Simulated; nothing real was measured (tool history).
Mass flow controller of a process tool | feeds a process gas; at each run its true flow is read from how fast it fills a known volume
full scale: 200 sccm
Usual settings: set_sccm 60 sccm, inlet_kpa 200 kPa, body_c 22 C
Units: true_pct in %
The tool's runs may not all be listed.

Run 1, day 0: usual settings. Result: true_pct 97.38 %.
Run 2, day 9.8: usual settings. Result: true_pct 97.29 %.
Run 3, day 15.171: usual settings. Result: true_pct 97.24 %.
Run 4, day 20.325: usual settings but inlet_kpa 258 kPa. Result: true_pct 96.81 %.
Run 5, day 25.108: usual settings but body_c 37 C. Result: true_pct 96.71 %.
Run 6, day 29.817: usual settings but body_c 37 C. Result: true_pct 96.56 %.
Run 7, day 38.125: usual settings but body_c 37 C. Result: true_pct 96.4 %.
Run 8, day 44.433: usual settings but body_c 37 C. Result: true_pct 96.32 %.
Run 9, day 51.329: usual settings but body_c 37 C. Result: true_pct 96.21 %.
Run 10, day 58.942: usual settings but set_sccm 36 sccm. Result: true_pct 95.51 %.
Run 11, day 66.125: usual settings but set_sccm 59 sccm. Result: true_pct 96.48 %.
Run 12, day 74.079: usual settings but set_sccm 59 sccm. Result: true_pct 96.33 %.
Run 13, day 82.296: usual settings but set_sccm 59 sccm. Result: true_pct 96.09 %.
Run 14, day 91.742: usual settings but set_sccm 59 sccm. Result: true_pct 96.19 %.
Run 15, day 101.279: usual settings but set_sccm 59 sccm. Result: true_pct 96.1 %.
Run 16, day 110.529: usual settings. Result: true_pct 95.92 %.
Run 17, day 115.933: usual settings. Result: true_pct 95.96 %.
Run 18, day 124.15: usual settings. Result: true_pct 95.72 %.
Run 19, day 134.496: usual settings but set_sccm 68 sccm. Result: true_pct 95.88 %.
Run 20, day 143.738: usual settings but set_sccm 68 sccm. Result: true_pct 95.81 %.
Run 21, day 148.096: usual settings but set_sccm 68 sccm. Result: true_pct 95.73 %.
Run 22, day 157.054: usual settings but set_sccm 68 sccm. Result: true_pct 95.64 %.
Run 23, day 163.479: usual settings but set_sccm 68 sccm. Result: true_pct 95.58 %.
Run 24, day 169.958: usual settings but set_sccm 68 sccm. Result: true_pct 95.48 %.
Run 25, day 176.425: usual settings but set_sccm 117 sccm. Result: true_pct 96.75 %.
Run 26, day 185.125: usual settings but set_sccm 117 sccm. Result: true_pct 96.61 %.
Run 27, day 191.279: usual settings but inlet_kpa 246 kPa. Result: true_pct 94.69 %.
Run 28, day 199.65: usual settings but set_sccm 22 sccm, body_c 20 C. Result: true_pct 90.52 %.
Run 29, day 208.471: usual settings but set_sccm 22 sccm, body_c 28 C. Result: true_pct 90.11 %.
Run 30, day 218.658: usual settings but set_sccm 22 sccm, inlet_kpa 273 kPa, body_c 21 C. Result: true_pct 89.56 %.
Run 31, day 225.342: usual settings but set_sccm 22 sccm, inlet_kpa 273 kPa, body_c 21 C. Result: true_pct 89.39 %.
Run 32, day 232.729: usual settings but set_sccm 115 sccm, inlet_kpa 223 kPa, body_c 35 C. Result: true_pct 95.74 %.
Run 33, day 240.592: usual settings but body_c 30 C. Result: true_pct 94.04 %.
Run 34, day 244.833: usual settings but set_sccm 103 sccm, inlet_kpa 231 kPa, body_c 37 C. Result: true_pct 95.18 %.
Run 35, day 249.846: usual settings but set_sccm 103 sccm, inlet_kpa 231 kPa, body_c 37 C. Result: true_pct 95.22 %.
Run 36, day 257.662: usual settings but set_sccm 128 sccm, inlet_kpa 231 kPa, body_c 37 C. Result: true_pct 95.64 %.
Run 37, day 262.933: usual settings but set_sccm 29 sccm, inlet_kpa 146 kPa, body_c 21 C. Result: true_pct 90.97 %.
Run 38, day 267.871: usual settings but set_sccm 162 sccm, inlet_kpa 161 kPa. Result: true_pct 96.94 %.
Run 39, day 276.412: usual settings but set_sccm 162 sccm, inlet_kpa 255 kPa, body_c 21 C. Result: true_pct 96.45 %.
Run 40, day 283.729: usual settings but set_sccm 162 sccm, inlet_kpa 155 kPa, body_c 32 C. Result: true_pct 96.63 %.
Run 41, day 291.675: usual settings but set_sccm 106 sccm, inlet_kpa 202 kPa, body_c 21 C. Result: true_pct 95.35 %.
Run 42, day 296.492: usual settings but set_sccm 26 sccm, inlet_kpa 207 kPa, body_c 31 C. Result: true_pct 88.96 %.
Run 43, day 306.058: usual settings but set_sccm 86 sccm, inlet_kpa 165 kPa, body_c 29 C. Result: true_pct 94.64 %.
Run 44, day 311.267: usual settings but set_sccm 86 sccm, inlet_kpa 141 kPa. Result: true_pct 94.92 %.
Run 45, day 319.779: usual settings but set_sccm 29 sccm, inlet_kpa 241 kPa. Result: true_pct 89.33 %.
Run 46, day 324.208: usual settings but set_sccm 29 sccm, inlet_kpa 241 kPa. Result: true_pct 89.1 %.
Run 47, day 332.812: usual settings but set_sccm 94 sccm, inlet_kpa 203 kPa. Result: true_pct 94.62 %.
Run 48, day 341.083: usual settings but body_c 24 C. Result: true_pct 92.94 %.
Run 49, day 349.812: usual settings but set_sccm 71 sccm, inlet_kpa 211 kPa, body_c 38 C. Result: true_pct 93.02 %.

Forecast each of these 3 alternatives for the next run:
Run A, day 354.238: usual settings but set_sccm 23 sccm, inlet_kpa 244 kPa, body_c 38 C. Result: true_pct ?.
Run B, day 354.238: usual settings. Result: true_pct ?.
Run C, day 354.238: usual settings but body_c 30 C. Result: true_pct ?.

run  true_pct
  A     86.33
  B     92.75
  C     92.57
Without the tool's hidden state the same runs would have given:
run  true_pct
  A     97.57
  B     98.48
  C      98.3
